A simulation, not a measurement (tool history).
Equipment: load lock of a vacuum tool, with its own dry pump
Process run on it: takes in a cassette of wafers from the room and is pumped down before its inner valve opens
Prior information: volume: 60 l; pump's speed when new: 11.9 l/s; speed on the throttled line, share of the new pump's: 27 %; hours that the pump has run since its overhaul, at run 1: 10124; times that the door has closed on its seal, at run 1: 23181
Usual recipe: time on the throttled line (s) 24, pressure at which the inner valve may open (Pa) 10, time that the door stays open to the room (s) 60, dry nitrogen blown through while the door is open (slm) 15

run     hour  time on the throttled line (s)  pressure at which the inner valve may open (Pa)  time that the door stays open to the room (s)  dry nitrogen blown through while the door is open (slm)  hours that the pump has run since its overhaul  times that the door has closed on its seal  incoming humidity of the room's air, %  time from the closed door until the inner valve may open (s)  rise of the pressure with all valves shut (Pa/min)
  1        0                              24                                               10                                             60                                                       15                                           10124                                       23181                                    42.3                                                          75.2                                               0.149
  2    285.1                              24                                               12                                             60                                                       15                                           10409                                       24046                                      45                                                          73.4                                               0.156
  3    600.9                              24                                               12                                             60                                                       15                                           10725                                       25005                                    46.9                                                          73.8                                               0.167
  4    804.1                              24                                               12                                             60                                                       15                                           10928                                       25621                                    47.1                                                          74.1                                               0.159
  5   1102.7                              24                                               12                                             60                                                       15                                           11226                                       26527                                    46.4                                                          74.5                                               0.172
      1149.8  -- dry pump taken out, an overhauled one fitted
  6   1440.9                              24                                               12                                             60                                                       15                                             291                                       27535                                    43.6                                                            63                                               0.173
  7   1755.4                              24                                               10                                             60                                                       15                                             606                                       28489                                    43.6                                                          64.4                                               0.183
  8   1957.7                              24                                               16                                             60                                                       15                                             808                                       29103                                    41.4                                                          63.1                                               0.189
  9   2324.6                              24                                               16                                             60                                                       15                                            1175                                       30216                                    46.6                                                          62.2                                               0.193
 10   2593.1                              24                                               10                                             60                                                       15                                            1443                                       31031                                    46.8                                                          65.7                                               0.202
 11     2854                              24                                               10                                             60                                                       15                                            1704                                       31823                                    44.6                                                          65.1                                               0.206
 12     3289                              24                                               10                                             60                                                       15                                            2139                                       33142                                    48.3                                                          65.6                                               0.218
 13   3677.2                              24                                               10                                             60                                                       37                                            2527                                       34320                                    46.1                                                          66.1                                               0.221
 14   4026.7                              15                                               10                                             60                                                       15                                            2877                                       35381                                    44.3                                                          59.2                                               0.239
 15   4461.7                              15                                               10                                             60                                                       15                                            3312                                       36700                                    43.6                                                          60.9                                               0.249
 16   4865.3                              24                                               10                                             60                                                       15                                            3716                                       37925                                    44.6                                                          67.4                                               0.268
 17     5216                              24                                               10                                             60                                                       15                                            4066                                       38989                                      45                                                          67.6                                               0.267
 18   5614.1                              24                                               10                                             60                                                       15                                            4464                                       40197                                    47.4                                                          67.8                                               0.297
 19   5864.1                              28                                               10                                            151                                                       15                                            4714                                       40956                                    48.2                                                          71.4                                               0.315
 20   6131.9                              26                                               11                                             39                                                       23                                            4982                                       41768                                    46.3                                                          70.3                                               0.294
 21   6437.7                              45                                               15                                            140                                                       27                                            5288                                       42696                                    45.7                                                            81                                               0.318
 22   6791.9                              24                                               10                                            110                                                       15                                            5642                                       43771                                    44.5                                                          69.9                                               0.334
 23   7017.4                              40                                               14                                            140                                                       15                                            5868                                       44455                                    42.4                                                          77.9                                               0.344
 24   7442.2                              25                                               16                                             97                                                        5                                            6292                                       45744                                    45.5                                                          67.1                                                0.36
 25   7895.5                              25                                               12                                             97                                                        6                                            6746                                       47119                                    43.8                                                          70.2                                               0.372
 26   8208.5                              22                                               10                                             60                                                       19                                            7059                                       48069                                    42.2                                                          69.6                                               0.367
 27   8530.6                              24                                               12                                             60                                                       15                                            7381                                       49046                                    43.5                                                          70.6                                               0.397
 28   8895.9                              19                                                8                                             60                                                       13                                            7746                                       50155                                      45                                                          68.9                                               0.396
 29   9166.3                              19                                                8                                             60                                                       13                                            8016                                       50975                                    46.8                                                          69.4                                                 0.4
 30   9618.1                              13                                               10                                             60                                                       13                                            8468                                       52346                                    44.1                                                          65.5                                               0.414
 31  10042.5                              13                                                8                                             60                                                       30                                            8893                                       53634                                    47.1                                                          65.6                                               0.424
 32  10342.4                              13                                                8                                             60                                                       30                                            9193                                       54544                                    48.7                                                          66.3                                               0.449
 33  10750.8                              24                                               15                                            107                                                       15                                            9601                                       55783                                      45                                                          70.6                                               0.464
 34  11052.3                              24                                               13                                            117                                                       15                                            9903                                       56698                                      41                                                          72.8                                               0.482
 35  11247.3                              12                                               14                                            124                                                       10                                           10098                                       57289                                    43.9                                                          63.2                                               0.496
 36  11602.5                              12                                               14                                            124                                                       10                                           10453                                       58367                                      42                                                          63.3                                               0.507

Below are 5 alternative next runs, each starting from the tool's condition after run 36. Predict each:
  A  11929.4                              12                                               10                                            124                                                       22                                           10780                                       59359                                    45.8                                                             ?                                                   ?
  B  11929.4                              21                                               15                                             60                                                       38                                           10780                                       59359                                    41.3                                                             ?                                                   ?
  C  11929.4                              12                                               14                                             39                                                       10                                           10780                                       59359                                    42.9                                                             ?                                                   ?
  D  11929.4                              27                                               14                                             36                                                       10                                           10780                                       59359                                    48.1                                                             ?                                                   ?
  E  11929.4                              12                                               14                                            124                                                       37                                           10780                                       59359                                    43.3                                                             ?                                                   ?

run  time from the closed door until the inner valve may open (s)  rise of the pressure with all valves shut (Pa/min)
  A                                                          66.8                                               0.509
  B                                                          69.7                                               0.489
  C                                                          64.9                                               0.492
  D                                                          74.4                                               0.488
  E                                                          65.2                                               0.487
With no hidden state in the tool, these same runs would have given:
run  time from the closed door until the inner valve may open (s)  rise of the pressure with all valves shut (Pa/min)
  A                                                          55.1                                               0.036
  B                                                          59.2                                               0.021
  C                                                          53.9                                               0.027
  D                                                          64.5                                               0.026
  E                                                            54                                               0.027
